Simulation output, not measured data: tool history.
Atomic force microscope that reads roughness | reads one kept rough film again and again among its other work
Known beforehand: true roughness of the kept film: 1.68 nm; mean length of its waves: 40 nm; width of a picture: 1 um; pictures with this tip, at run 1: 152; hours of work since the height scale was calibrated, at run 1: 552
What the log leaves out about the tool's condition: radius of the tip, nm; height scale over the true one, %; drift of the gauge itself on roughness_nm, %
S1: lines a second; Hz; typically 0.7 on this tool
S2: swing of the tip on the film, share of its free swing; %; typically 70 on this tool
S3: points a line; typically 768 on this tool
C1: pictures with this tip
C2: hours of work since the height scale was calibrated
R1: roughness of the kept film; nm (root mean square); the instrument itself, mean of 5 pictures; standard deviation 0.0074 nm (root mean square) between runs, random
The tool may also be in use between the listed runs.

| run | hour | S1 | S2 | S3 | C1 | C2 | R1 |
|---|---|---|---|---|---|---|---|
| 1 | 0 | 0.7 | 70 | 768 | 152 | 552 | 1.422 |
| 2 | 18.9 | 0.7 | 70 | 345 | 179 | 562 | 1.407 |
|  | 32.8 | new tip fitted |
| 3 | 57.9 | 0.7 | 70 | 345 | 36 | 581 | 1.506 |
| 4 | 85 | 0.7 | 70 | 345 | 75 | 595 | 1.478 |
| 5 | 116.9 | 0.7 | 70 | 345 | 121 | 610 | 1.427 |
| 6 | 147.3 | 0.7 | 70 | 345 | 165 | 626 | 1.415 |
|  | 169.4 | new tip fitted |
| 7 | 183.3 | 0.7 | 70 | 345 | 20 | 643 | 1.523 |
| 8 | 221.4 | 0.7 | 70 | 345 | 75 | 662 | 1.476 |
| 9 | 256.1 | 0.7 | 70 | 345 | 125 | 680 | 1.444 |
| 10 | 279 | 0.7 | 70 | 345 | 158 | 691 | 1.403 |
| 11 | 300.4 | 1.156 | 62 | 768 | 189 | 702 | 1.385 |
|  | 307.6 | new tip fitted |
| 12 | 324.5 | 0.782 | 70 | 756 | 24 | 714 | 1.519 |
| 13 | 355.5 | 0.7 | 55 | 579 | 69 | 729 | 1.507 |
| 14 | 378.3 | 3.753 | 83 | 579 | 101 | 741 | 1.131 |
| 15 | 408.1 | 0.7 | 55 | 611 | 144 | 756 | 1.456 |
| 16 | 440.8 | 0.7 | 55 | 611 | 192 | 772 | 1.425 |
|  | 443.7 | new tip fitted |
| 17 | 481 | 0.626 | 84 | 702 | 54 | 792 | 1.471 |
| 18 | 507.5 | 1.111 | 63 | 679 | 92 | 805 | 1.468 |
| 19 | 530 | 1.111 | 63 | 679 | 124 | 816 | 1.431 |
| 20 | 558.2 | 1.111 | 63 | 679 | 165 | 830 | 1.396 |

Predict each of these 4 candidate next runs independently; none follows another, all start after run 20:
|  | 579.5 | new tip fitted |
| A | 590.2 | 2.674 | 68 | 679 | 15 | 846 | ? |
|  | 579.5 | new tip fitted |
| B | 590.2 | 1.111 | 63 | 493 | 15 | 846 | ? |
|  | 579.5 | new tip fitted |
| C | 590.2 | 3.988 | 66 | 541 | 15 | 846 | ? |
|  | 579.5 | new tip fitted |
| D | 590.2 | 1.996 | 63 | 395 | 15 | 846 | ? |

| run | R1 |
|---|---|
| A | 1.429 |
| B | 1.528 |
| C | 1.385 |
| D | 1.482 |
The same runs, with their run-to-run variation unchanged, on a tool lacking any hidden condition would have given:
| run | R1 |
|---|---|
| A | 1.46 |
| B | 1.562 |
| C | 1.416 |
| D | 1.515 |

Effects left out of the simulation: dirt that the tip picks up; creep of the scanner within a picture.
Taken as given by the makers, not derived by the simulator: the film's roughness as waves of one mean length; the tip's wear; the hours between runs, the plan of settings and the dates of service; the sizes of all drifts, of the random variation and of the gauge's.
